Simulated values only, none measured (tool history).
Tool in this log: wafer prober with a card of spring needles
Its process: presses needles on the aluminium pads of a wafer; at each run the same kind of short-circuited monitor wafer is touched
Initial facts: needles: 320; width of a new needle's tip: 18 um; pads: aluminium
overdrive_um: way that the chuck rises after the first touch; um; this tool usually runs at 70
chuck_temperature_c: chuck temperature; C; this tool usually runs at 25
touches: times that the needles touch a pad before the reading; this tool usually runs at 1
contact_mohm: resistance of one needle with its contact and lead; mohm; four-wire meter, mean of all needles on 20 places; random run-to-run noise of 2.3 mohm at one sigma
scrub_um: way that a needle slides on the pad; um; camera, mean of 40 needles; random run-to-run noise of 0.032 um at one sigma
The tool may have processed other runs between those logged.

Run 1, hour 0.0: usual settings. Result: contact_mohm 258 mohm, scrub_um 16.43 um.
At hour 17.1: tips cleaned on abrasive film.
Run 2, hour 23.5: usual settings but chuck_temperature_c 34 C. Result: contact_mohm 264 mohm, scrub_um 16.47 um.
At hour 34.3: tips cleaned on abrasive film.
Run 3, hour 38.3: usual settings but chuck_temperature_c 34 C. Result: contact_mohm 266 mohm, scrub_um 16.41 um.
At hour 52.0: tips cleaned on abrasive film.
Run 4, hour 60.6: usual settings but chuck_temperature_c 34 C. Result: contact_mohm 265 mohm, scrub_um 16.41 um.
At hour 67.8: tips cleaned on abrasive film.
Run 5, hour 82.4: usual settings but chuck_temperature_c 34 C. Result: contact_mohm 267 mohm, scrub_um 16.46 um.
At hour 84.8: tips cleaned on abrasive film.
At hour 98.0: height of the first contact set anew.
Run 6, hour 99.8: usual settings but overdrive_um 60 um. Result: contact_mohm 264 mohm, scrub_um 14.17 um.
At hour 101.7: tips cleaned on abrasive film.
At hour 119.0: tips cleaned on abrasive film.
Run 7, hour 122.3: usual settings but chuck_temperature_c 49 C. Result: contact_mohm 267 mohm, scrub_um 16.44 um.
At hour 135.6: tips cleaned on abrasive film.
Run 8, hour 146.2: usual settings. Result: contact_mohm 259 mohm, scrub_um 16.52 um.
At hour 152.0: tips cleaned on abrasive film.
Run 9, hour 159.9: usual settings. Result: contact_mohm 263 mohm, scrub_um 16.52 um.
At hour 168.1: tips cleaned on abrasive film.
At hour 183.8: tips cleaned on abrasive film.
Run 10, hour 184.8: usual settings. Result: contact_mohm 261 mohm, scrub_um 16.49 um.
At hour 199.9: tips cleaned on abrasive film.
Run 11, hour 199.9: usual settings but chuck_temperature_c 40 C. Result: contact_mohm 266 mohm, scrub_um 16.46 um.
Run 12, hour 214.4: usual settings but chuck_temperature_c 40 C. Result: contact_mohm 270 mohm, scrub_um 16.50 um.
At hour 216.0: tips cleaned on abrasive film.
At hour 233.3: tips cleaned on abrasive film.
Run 13, hour 234.6: usual settings but chuck_temperature_c 40 C. Result: contact_mohm 263 mohm, scrub_um 16.45 um.
At hour 249.4: tips cleaned on abrasive film.
Run 14, hour 261.5: usual settings but chuck_temperature_c 40 C. Result: contact_mohm 268 mohm, scrub_um 16.46 um.
At hour 265.3: tips cleaned on abrasive film.
At hour 281.4: tips cleaned on abrasive film.
Run 15, hour 286.7: usual settings but chuck_temperature_c 40 C. Result: contact_mohm 263 mohm, scrub_um 16.44 um.
At hour 298.0: tips cleaned on abrasive film.
Run 16, hour 305.5: usual settings. Result: contact_mohm 259 mohm, scrub_um 16.40 um.
At hour 314.3: tips cleaned on abrasive film.
Run 17, hour 328.4: usual settings. Result: contact_mohm 259 mohm, scrub_um 16.47 um.
At hour 330.9: tips cleaned on abrasive film.
At hour 347.0: tips cleaned on abrasive film.
Run 18, hour 356.3: usual settings but overdrive_um 56 um, chuck_temperature_c 42 C, touches 3. Result: contact_mohm 271 mohm, scrub_um 13.13 um.
At hour 364.4: tips cleaned on abrasive film.
Run 19, hour 374.5: usual settings but overdrive_um 56 um, chuck_temperature_c 42 C, touches 3. Result: contact_mohm 272 mohm, scrub_um 13.17 um.
At hour 381.6: tips cleaned on abrasive film.
Run 20, hour 391.9: usual settings but overdrive_um 66 um, chuck_temperature_c 42 C, touches 2. Result: contact_mohm 271 mohm, scrub_um 15.46 um.
At hour 397.6: tips cleaned on abrasive film.
Run 21, hour 406.8: usual settings but overdrive_um 66 um, chuck_temperature_c 42 C, touches 2. Result: contact_mohm 265 mohm, scrub_um 15.51 um.
At hour 413.3: tips cleaned on abrasive film.
Run 22, hour 419.0: usual settings but overdrive_um 66 um, chuck_temperature_c 42 C, touches 2. Result: contact_mohm 267 mohm, scrub_um 15.48 um.
At hour 430.1: tips cleaned on abrasive film.
Run 23, hour 431.7: usual settings but overdrive_um 66 um, chuck_temperature_c 42 C, touches 2. Result: contact_mohm 268 mohm, scrub_um 15.53 um.
Run 24, hour 444.4: usual settings but overdrive_um 66 um, chuck_temperature_c 42 C, touches 2. Result: contact_mohm 269 mohm, scrub_um 15.52 um.
At hour 446.2: tips cleaned on abrasive film.
At hour 462.6: tips cleaned on abrasive film.
Run 25, hour 465.7: usual settings but overdrive_um 66 um, chuck_temperature_c 42 C, touches 2. Result: contact_mohm 271 mohm, scrub_um 15.45 um.
At hour 479.6: tips cleaned on abrasive film.
Run 26, hour 485.4: usual settings but overdrive_um 78 um, chuck_temperature_c 108 C, touches 2. Result: contact_mohm 285 mohm, scrub_um 18.35 um.
At hour 496.5: tips cleaned on abrasive film.
At hour 512.4: tips cleaned on abrasive film.
Run 27, hour 512.4: usual settings but overdrive_um 64 um, chuck_temperature_c 57 C. Result: contact_mohm 272 mohm, scrub_um 15.02 um.
At hour 517.4: height of the first contact set anew.
At hour 529.3: tips cleaned on abrasive film.
Run 28, hour 529.8: usual settings but overdrive_um 82 um, chuck_temperature_c 47 C, touches 2. Result: contact_mohm 263 mohm, scrub_um 19.25 um.
At hour 545.0: tips cleaned on abrasive film.
Run 29, hour 547.7: usual settings but overdrive_um 83 um, chuck_temperature_c 45 C, touches 3. Result: contact_mohm 265 mohm, scrub_um 19.58 um.
At hour 560.8: tips cleaned on abrasive film.
Run 30, hour 568.4: usual settings but overdrive_um 67 um, chuck_temperature_c 90 C, touches 3. Result: contact_mohm 283 mohm, scrub_um 15.70 um.
At hour 578.2: tips cleaned on abrasive film.
Run 31, hour 586.5: usual settings but overdrive_um 78 um, chuck_temperature_c 95 C. Result: contact_mohm 283 mohm, scrub_um 18.34 um.
At hour 595.0: tips cleaned on abrasive film.
Run 32, hour 603.5: usual settings but chuck_temperature_c 33 C, touches 3. Result: contact_mohm 265 mohm, scrub_um 16.43 um.

3 options for the next run, each taken on its own from the tool as it stands now. Forecast them:
At hour 611.5: tips cleaned on abrasive film.
At hour 627.3: tips cleaned on abrasive film.
Run A, hour 631.3: usual settings but overdrive_um 62 um, chuck_temperature_c 51 C. Result: contact_mohm ?, scrub_um ?.
At hour 611.5: tips cleaned on abrasive film.
At hour 627.3: tips cleaned on abrasive film.
Run B, hour 631.3: usual settings but overdrive_um 53 um, chuck_temperature_c 61 C, touches 2. Result: contact_mohm ?, scrub_um ?.
At hour 611.5: tips cleaned on abrasive film.
At hour 627.3: tips cleaned on abrasive film.
Run C, hour 631.3: usual settings but overdrive_um 77 um, chuck_temperature_c 91 C. Result: contact_mohm ?, scrub_um ?.

run  contact_mohm  scrub_um
  A           272     14.56
  B           279     12.42
  C           276     18.09
With the hidden condition removed and each run's random variation left untouched, the same runs would have given:
run  contact_mohm  scrub_um
  A           272     14.56
  B           278     12.42
  C           276     18.09

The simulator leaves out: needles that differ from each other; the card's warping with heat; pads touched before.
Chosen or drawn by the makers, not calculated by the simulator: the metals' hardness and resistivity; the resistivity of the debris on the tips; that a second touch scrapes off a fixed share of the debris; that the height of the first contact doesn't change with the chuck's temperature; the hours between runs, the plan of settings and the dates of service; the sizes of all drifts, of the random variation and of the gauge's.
